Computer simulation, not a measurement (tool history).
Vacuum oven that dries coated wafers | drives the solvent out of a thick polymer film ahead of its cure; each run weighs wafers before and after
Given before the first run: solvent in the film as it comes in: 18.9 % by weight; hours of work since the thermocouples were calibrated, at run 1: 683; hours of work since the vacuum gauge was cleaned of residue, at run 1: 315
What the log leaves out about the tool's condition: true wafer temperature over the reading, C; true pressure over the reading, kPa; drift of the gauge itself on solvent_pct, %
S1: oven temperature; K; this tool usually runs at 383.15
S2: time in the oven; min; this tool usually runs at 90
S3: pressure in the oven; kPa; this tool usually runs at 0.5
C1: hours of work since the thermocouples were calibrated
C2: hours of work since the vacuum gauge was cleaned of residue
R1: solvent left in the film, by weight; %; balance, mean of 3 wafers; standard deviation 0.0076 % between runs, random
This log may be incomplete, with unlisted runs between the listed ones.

run    hour      S1   S2     S3    C1    C2     R1
  1       0  383.15   90    0.5   683   315  1.157
  2   113.8  383.15  113    0.5   765   397  0.642
  3   186.2  383.15   90  0.968   818   449   1.25
  4     258  383.15   90    0.5   870   501  1.149
  5   383.4  383.15   90    0.5   960   592   1.13
  6   452.4  383.15   90    0.5  1010   642  1.125
  7   511.5  383.15   90  0.339  1053   685  1.093
      525.5  -- oven's thermocouples calibrated
  8   614.3  374.15   90  0.339    64   758  2.619
  9   710.9  383.15   90    0.5   134   828  1.341
 10   769.5  383.15   90    0.5   177   870  1.337
 11   825.8  383.15   90   0.73   217   911   1.37
 12   952.4  383.15   90    0.5   309  1003  1.308
 13  1010.8  387.15  110   0.49   351  1045  0.543
 14  1138.6  387.15  110   0.49   444  1138  0.538
 15  1265.6  369.15   97  1.525   536  1230  3.396
 16  1321.6  383.15   79  0.984   577  1270   1.78
 17  1435.4  393.15   89  0.604   659  1353  0.515
 18  1493.7  390.15   45  1.168   701  1395  2.997
 19  1623.4  390.15   45  1.168   795  1489  2.976
 20  1748.8  388.15   77    0.5   886  1580  1.146
 21  1829.3  374.15   90  0.417   944  1638  2.459
 22  1920.8  374.15   90  1.664  1011  1704  2.708
     1991.4  -- oven's thermocouples calibrated
 23  2009.1  382.15   90    0.5    13  1767  1.488

Subtracting, for every run, the result it would have given without the tool's unlogged condition from the measured result gives the following. The same run-to-run variation enters both numbers; the gauge's scatter may not:
run      R1
  1  -0.155
  2  -0.098
  3  -0.174
  4  -0.175
  5  -0.184
  6  -0.189
  7  -0.193
  8  +0.029
  9   +0.02
 10  +0.014
 11  +0.007
 12  -0.004
 13  +0.028
 14  +0.026
 15  -0.089
 16  -0.068
 17  +0.005
 18  -0.166
 19  -0.191
 20  -0.079
 21   -0.16
 22  -0.187
 23  +0.048
